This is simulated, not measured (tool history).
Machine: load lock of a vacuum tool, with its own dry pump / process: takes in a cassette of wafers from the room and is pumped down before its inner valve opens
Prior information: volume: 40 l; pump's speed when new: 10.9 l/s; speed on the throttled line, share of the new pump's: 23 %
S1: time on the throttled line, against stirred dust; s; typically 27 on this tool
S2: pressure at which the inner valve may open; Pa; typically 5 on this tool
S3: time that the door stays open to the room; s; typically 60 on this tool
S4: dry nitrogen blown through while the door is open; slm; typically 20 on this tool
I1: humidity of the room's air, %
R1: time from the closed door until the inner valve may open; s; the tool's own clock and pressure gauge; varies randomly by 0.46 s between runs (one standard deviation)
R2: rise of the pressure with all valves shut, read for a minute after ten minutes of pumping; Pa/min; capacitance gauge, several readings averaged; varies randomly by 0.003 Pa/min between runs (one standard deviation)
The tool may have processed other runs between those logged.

run,hour,S1,S2,S3,S4,I1,R1,R2
1,0,27,5,60,20,49.2,58.2,0.043
2,352.3,27,5,60,20,45.2,57.1,0.045
3,653.8,27,5,60,20,43.9,57.7,0.041
4,1024.1,27,5,122,20,45.8,58.2,0.058
5,1270.4,27,5,122,20,46.4,57.1,0.061
6,1504,27,5,122,20,41.7,57.4,0.054
7,1758.5,50,6,31,19,47.8,74.1,0.04
8,1962.9,33,6,31,19,45.7,61.9,0.037
9,2341.4,16,5,48,25,45.4,49.3,0.037
10,2703.8,16,5,48,25,42.9,48.8,0.037
11,3060.3,16,5,48,25,46.2,49.9,0.041
12,3338.3,33,6,109,27,47,61.9,0.05

Alternative continuations, all from the tool just after run 12; predict every row:
A,3504.3,29,7,60,20,44.1,?,?
B,3504.3,40,5,60,14,47.5,?,?
C,3504.3,26,8,60,20,46.1,?,?
D,3504.3,16,6,109,27,40.6,?,?

run,R1,R2
A,58.6,0.045
B,67.1,0.055
C,55.6,0.041
D,49.1,0.041
Without the tool's hidden state the same runs would have given:
run,R1,R2
A,58.6,0.045
B,67.1,0.054
C,55.6,0.04
D,49.1,0.04

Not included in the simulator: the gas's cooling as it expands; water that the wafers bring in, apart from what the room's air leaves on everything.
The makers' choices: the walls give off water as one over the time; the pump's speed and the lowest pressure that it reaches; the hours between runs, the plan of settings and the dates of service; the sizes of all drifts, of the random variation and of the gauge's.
